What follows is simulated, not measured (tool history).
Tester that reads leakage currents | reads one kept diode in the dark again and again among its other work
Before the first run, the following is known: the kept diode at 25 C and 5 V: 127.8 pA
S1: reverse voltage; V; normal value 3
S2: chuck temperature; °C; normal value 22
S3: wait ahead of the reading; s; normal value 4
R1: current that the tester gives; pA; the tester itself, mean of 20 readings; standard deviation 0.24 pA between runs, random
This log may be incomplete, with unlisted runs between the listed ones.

{"run": 1, "hour": 0.0, "S1": 3, "S2": 22, "S3": 4, "R1": 96.4}
{"run": 2, "hour": 22.7, "S1": 3, "S2": 22, "S3": 4, "R1": 96.18}
{"run": 3, "hour": 40.4, "S1": 3, "S2": 22, "S3": 4, "R1": 96.85}
{"run": 4, "hour": 56.7, "S1": 3, "S2": 22, "S3": 4, "R1": 96.96}
{"run": 5, "hour": 73.8, "S1": 3, "S2": 22, "S3": 4, "R1": 96.52}
{"run": 6, "hour": 105.2, "S1": 3, "S2": 29, "S3": 4, "R1": 165.41}
{"run": 7, "hour": 126.9, "S1": 3, "S2": 29, "S3": 4, "R1": 166.43}
{"run": 8, "hour": 161.8, "S1": 3, "S2": 22, "S3": 4, "R1": 98.22}
{"run": 9, "hour": 192.3, "S1": 3, "S2": 22, "S3": 4, "R1": 98.1}
{"run": 10, "hour": 216.3, "S1": 3, "S2": 22, "S3": 4, "R1": 98.55}
{"run": 11, "hour": 241.3, "S1": 3, "S2": 22, "S3": 4, "R1": 99.15}
{"run": 12, "hour": 271.6, "S1": 3, "S2": 22, "S3": 4, "R1": 98.69}
{"run": 13, "hour": 298.8, "S1": 13.44, "S2": 22, "S3": 4, "R1": 223.12}
{"run": 14, "hour": 329.0, "S1": 13.44, "S2": 36, "S3": 4, "R1": 619.27}
{"hour": 334.1, "done": "chuck's temperature calibrated"}
{"run": 15, "hour": 361.6, "S1": 3, "S2": 52, "S3": 4, "R1": 727.44}
{"run": 16, "hour": 377.3, "S1": 3, "S2": 22, "S3": 4, "R1": 81.95}
{"run": 17, "hour": 405.8, "S1": 3, "S2": 22, "S3": 4, "R1": 81.32}
{"run": 18, "hour": 439.8, "S1": 3, "S2": 22, "S3": 1.82, "R1": 81.89}
{"run": 19, "hour": 476.1, "S1": 3, "S2": 22, "S3": 1.82, "R1": 82.84}
{"run": 20, "hour": 499.4, "S1": 3, "S2": 22, "S3": 1.82, "R1": 83.12}
{"run": 21, "hour": 534.2, "S1": 11.4, "S2": 51, "S3": 0.65, "R1": 1366.56}
{"run": 22, "hour": 559.4, "S1": 7.74, "S2": 26, "S3": 4, "R1": 187.72}
{"run": 23, "hour": 578.7, "S1": 2.98, "S2": 29, "S3": 4.13, "R1": 141.2}
{"run": 24, "hour": 605.9, "S1": 1.25, "S2": 50, "S3": 4, "R1": 416.31}
{"run": 25, "hour": 636.4, "S1": 1.25, "S2": 50, "S3": 4, "R1": 416.85}
{"run": 26, "hour": 660.3, "S1": 3.42, "S2": 23, "S3": 0.54, "R1": 99.49}
{"run": 27, "hour": 681.6, "S1": 2.41, "S2": 25, "S3": 4, "R1": 94.98}
{"run": 28, "hour": 709.1, "S1": 3, "S2": 31, "S3": 1.03, "R1": 168.77}
{"run": 29, "hour": 740.3, "S1": 3, "S2": 31, "S3": 1.03, "R1": 169.26}
{"run": 30, "hour": 773.1, "S1": 3, "S2": 53, "S3": 1.03, "R1": 807.71}
{"run": 31, "hour": 808.4, "S1": 3, "S2": 53, "S3": 1.03, "R1": 810.25}
{"run": 32, "hour": 825.6, "S1": 3.62, "S2": 22, "S3": 4, "R1": 95.28}
{"run": 33, "hour": 840.8, "S1": 13.26, "S2": 60, "S3": 4, "R1": 2733.46}
{"run": 34, "hour": 875.8, "S1": 2.35, "S2": 42, "S3": 4, "R1": 335.61}
{"run": 35, "hour": 905.2, "S1": 5.95, "S2": 42, "S3": 4.39, "R1": 541.32}
{"run": 36, "hour": 938.5, "S1": 5.95, "S2": 42, "S3": 4.39, "R1": 546.58}
{"run": 37, "hour": 962.2, "S1": 6.88, "S2": 26, "S3": 0.34, "R1": 189.66}
{"run": 38, "hour": 978.2, "S1": 6.88, "S2": 26, "S3": 0.34, "R1": 189.6}
{"run": 39, "hour": 998.4, "S1": 3.7, "S2": 57, "S3": 6.9, "R1": 1192.12}
{"hour": 1003.6, "done": "probe card cleaned and baked"}
{"run": 40, "hour": 1023.8, "S1": 15.39, "S2": 36, "S3": 3.5, "R1": 560.54}

Hidden state or all else? Some run-to-run changes of R1, split into what the settings, what came in and random variation would give without the hidden state, and what is left for the hidden state (with any gauge scatter that isn't in both results):
Hidden conditions of the tool in this case: stray current of the dirty probe card, pA a volt; current scale over the true one, %; true chuck temperature over the reading, C; drift of the gauge itself on leakage_pa, %.
Run 14 -> 15: S1 13.44 -> 3, S2 36 -> 52, chuck's temperature calibrated. R1 +108.17 pA: hidden state -126.1, all else +234.27.
Run 20 -> 21: S1 3 -> 11.4, S2 22 -> 51, S3 1.82 -> 0.65. R1 +1283.44 pA: hidden state +19.27, all else +1264.17.
Run 32 -> 33: S1 3.62 -> 13.26, S2 22 -> 60. R1 +2638.18 pA: hidden state +92.9, all else +2545.28.
Run 33 -> 34: S1 13.26 -> 2.35, S2 60 -> 42. R1 -2397.85 pA: hidden state -86.66, all else -2311.19.

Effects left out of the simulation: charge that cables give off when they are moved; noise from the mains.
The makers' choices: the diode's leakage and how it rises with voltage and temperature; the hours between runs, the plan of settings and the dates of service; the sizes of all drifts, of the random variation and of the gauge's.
